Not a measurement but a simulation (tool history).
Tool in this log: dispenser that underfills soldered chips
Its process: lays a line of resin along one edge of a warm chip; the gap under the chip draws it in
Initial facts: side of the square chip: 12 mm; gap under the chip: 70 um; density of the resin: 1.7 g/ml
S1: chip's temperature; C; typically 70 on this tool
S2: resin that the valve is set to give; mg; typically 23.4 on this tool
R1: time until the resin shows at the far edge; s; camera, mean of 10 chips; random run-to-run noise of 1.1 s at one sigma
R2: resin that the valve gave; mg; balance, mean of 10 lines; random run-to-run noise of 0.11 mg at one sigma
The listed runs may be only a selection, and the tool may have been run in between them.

run,day,S1,S2,R1,R2
1,0,70,23.4,201.8,22.49
# day 0.054: new syringe of resin
2,0.162,70,22.8,124.1,21.86
3,0.467,70,23.4,179.4,22.61
# day 0.625: new syringe of resin
4,0.838,70,23.4,137.9,22.4
# day 1.188: new syringe of resin
5,1.188,70,23.4,108,22.21
6,1.496,70,23.4,158.4,22.22
# day 1.742: new syringe of resin
7,1.754,70,23.4,107,22.33
8,1.904,70,23.4,129.8,22.08
9,2.212,70,23.4,189.2,21.89
# day 2.304: new syringe of resin
10,2.492,70,23.4,136.4,21.92
# day 2.692: dispensing valve cleaned and set on the balance
11,2.854,70,23.4,200.3,23.48
# day 2.908: new syringe of resin
12,3.1,85,23.4,82.2,23.37
13,3.408,85,23.4,121,23.32
# day 3.479: new syringe of resin
14,3.588,70,24.2,116.3,23.99
15,3.929,70,24.2,181.8,23.81
# day 4.042: new syringe of resin
16,4.096,70,22.8,113.3,22.43
17,4.292,70,22.8,146.1,22.53
18,4.483,70,25.9,178.6,25.39
# day 4.608: new syringe of resin
19,4.775,70,25.9,126.9,25.57
20,5,70,25.9,168.4,25.62
# day 5.167: new syringe of resin
21,5.188,61,25.9,142.4,25.32
22,5.367,61,25.9,174.3,25.3
23,5.55,81,25.9,115.9,25.32
# day 5.721: new syringe of resin
24,5.875,81,25.9,88,25.18
25,6.225,81,25.9,132.3,25.13

Expected results for the next run?
# day 6.3: new syringe of resin
26,6.588,79,27.9,?,?

Run 26 yielded R1 109.6 s, R2 27.21 mg.
Were there no unlogged condition in the tool, this run, its random variation unchanged, would have produced R1 79.9 s, R2 28.11 mg.

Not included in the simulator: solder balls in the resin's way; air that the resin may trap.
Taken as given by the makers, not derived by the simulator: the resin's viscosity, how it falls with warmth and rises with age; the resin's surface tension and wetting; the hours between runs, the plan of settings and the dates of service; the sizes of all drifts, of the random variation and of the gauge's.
